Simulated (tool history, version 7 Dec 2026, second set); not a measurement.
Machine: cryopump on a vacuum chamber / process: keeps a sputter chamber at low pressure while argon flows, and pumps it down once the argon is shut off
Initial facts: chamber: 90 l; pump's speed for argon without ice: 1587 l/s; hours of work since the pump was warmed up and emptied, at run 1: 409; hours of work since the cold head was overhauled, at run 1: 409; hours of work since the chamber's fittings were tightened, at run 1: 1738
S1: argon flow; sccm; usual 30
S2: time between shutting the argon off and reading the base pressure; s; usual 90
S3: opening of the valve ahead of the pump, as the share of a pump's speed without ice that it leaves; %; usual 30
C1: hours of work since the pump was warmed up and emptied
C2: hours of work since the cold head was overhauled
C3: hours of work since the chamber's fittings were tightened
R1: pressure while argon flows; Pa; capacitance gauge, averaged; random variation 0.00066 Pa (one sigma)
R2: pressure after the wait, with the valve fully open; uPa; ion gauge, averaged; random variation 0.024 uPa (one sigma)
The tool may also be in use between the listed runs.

run   hour  S1   S2  S3    C1    C2    C3      R1    R2
  1    0.0  30   90  30   409   409  1738  0.1104  1.61
  2   30.3  30   90  30   435   435  1764  0.1105  1.72
  3   48.6  30  262  30   450   450  1779  0.1096  1.22
  4   72.6  30  262  30   470   470  1799  0.1104  1.25
  5   94.7  30  262  30   489   489  1818  0.1111  1.26
  6  129.3  30  262  30   518   518  1847  0.1101  1.35
  7  154.0  19   90  30   539   539  1868  0.0701  1.76
  8  183.2  13   90  30   563   563  1893  0.0479  1.73
  9  214.5  49   90  30   590   590  1919  0.1808  1.69
 10  250.3  49   90  30   620   620  1949  0.1832  1.84
 11  273.1  49   90  30   639   639  1968  0.1837  1.82
 12  310.0  30   54  30   670   670  1999  0.1129  2.26
 13  345.8  30   54  30   701   701  2030  0.1114  2.24
 14  366.5  30   54  30   718   718  2047  0.1134  2.35
 15  392.7  30   54  30   740   740  2069  0.1131  2.35
 16  428.1  14   90  30   770   770  2099  0.0523  1.90
 17  453.0  30   90  30   791   791  2120  0.1123  1.92
 18  488.4  44  215  38   821   821  2150  0.1354  1.57
 19  525.9  38  215  59   852   852  2181  0.0803  1.61
 20  553.8  31   90  58   876   876  2205  0.0653  1.95
 21  584.9  31   90  58   902   902  2231  0.0656  1.99
 22  607.0  47   90  30   921   921  2250  0.1785  2.01
 23  624.9  47   90  30   936   936  2265  0.1814  2.02
 24  664.8  25   72  21   970   970  2299  0.1337  2.26
 25  681.8  25   72  25   984   984  2313  0.1142  2.26
 26  705.1  25   72  25  1003  1003  2333  0.1136  2.25
 27  740.4  25   90  30  1033  1033  2362  0.0971  2.17
 28  772.7  30   90  23  1061  1061  2390  0.1500  2.16
 29  803.1  56   21  40  1086  1086  2415  0.1695  4.30
 30  828.6  56   21  40  1108  1108  2437  0.1709  4.32
 31  845.2  16   84  20  1122  1122  2451  0.0918  2.26
 32  861.6  16   84  20  1135  1135  2465  0.0914  2.31
     872.1  -- pump warmed up, emptied and cooled again
 33  902.9  30   33  49    26  1166  2495  0.0647  2.96

3 options for the next run, each taken on its own from the tool as it stands now. Forecast them:
  A  937.1  25   91  16  55  1195  2524   ?   ?
  B  937.1  13   87  19  55  1195  2524   ?   ?
  C  937.1  16  101  36  55  1195  2524   ?   ?

run      R1    R2
  A  0.1671  1.82
  B  0.0738  1.98
  C  0.0486  1.76
The same runs, with their run-to-run variation unchanged, on a tool lacking any hidden condition would have given:
run      R1    R2
  A  0.1665  0.81
  B  0.0734  0.93
  C  0.0482  0.75

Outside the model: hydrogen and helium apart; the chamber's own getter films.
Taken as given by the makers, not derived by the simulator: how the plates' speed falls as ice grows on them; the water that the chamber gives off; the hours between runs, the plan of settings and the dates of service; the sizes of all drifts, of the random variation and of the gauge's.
